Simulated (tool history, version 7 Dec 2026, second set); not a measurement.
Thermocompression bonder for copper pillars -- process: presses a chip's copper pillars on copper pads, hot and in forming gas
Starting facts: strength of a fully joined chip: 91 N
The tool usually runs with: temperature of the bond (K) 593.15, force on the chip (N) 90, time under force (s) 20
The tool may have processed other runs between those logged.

run,hour,temperature of the bond (K),force on the chip (N),time under force (s),force that shears a chip off (N)
1,0.0,593.15,90,20,46.7
2,9.0,593.15,90,20,46.8
3,14.8,593.15,90,20,46.5
4,20.2,593.15,90,20,46.9
5,27.6,593.15,90,20,46.6
6,31.8,593.15,90,20,46.5
7,39.5,593.15,90,20,46.2
8,47.6,593.15,90,20,46.4
9,53.4,593.15,90,20,46.5
10,59.2,593.15,90,20,46.4
11,63.4,593.15,90,20,46.0
12,68.2,596.15,78,36,53.2
13,73.4,593.15,57,20,35.9
# hour 76.3: heater calibrated with a thermocouple chip
14,84.2,593.15,103,16,45.6
15,93.4,593.15,103,16,45.0
16,99.0,593.15,103,16,45.4
17,108.4,584.15,70,16,34.2
18,117.2,601.15,113,18,52.4
# hour 120.6: heater calibrated with a thermocouple chip, once more
19,126.3,601.15,113,18,54.2
20,132.3,601.15,113,18,54.4
21,138.2,597.15,54,20,36.9
22,144.1,596.15,57,55,53.6

Branching from run 22: 4 alternative next runs. What would each branch give?
A,150.6,612.15,57,23,?
B,150.6,596.15,60,19,?
C,150.6,580.15,116,19,?
D,150.6,608.15,74,21,?

run,force that shears a chip off (N)
A,44.8
B,38.3
C,47.9
D,48.3
With no hidden state in the tool, these same runs would have given:
run,force that shears a chip off (N)
A,47.1
B,40.3
C,50.4
D,50.8
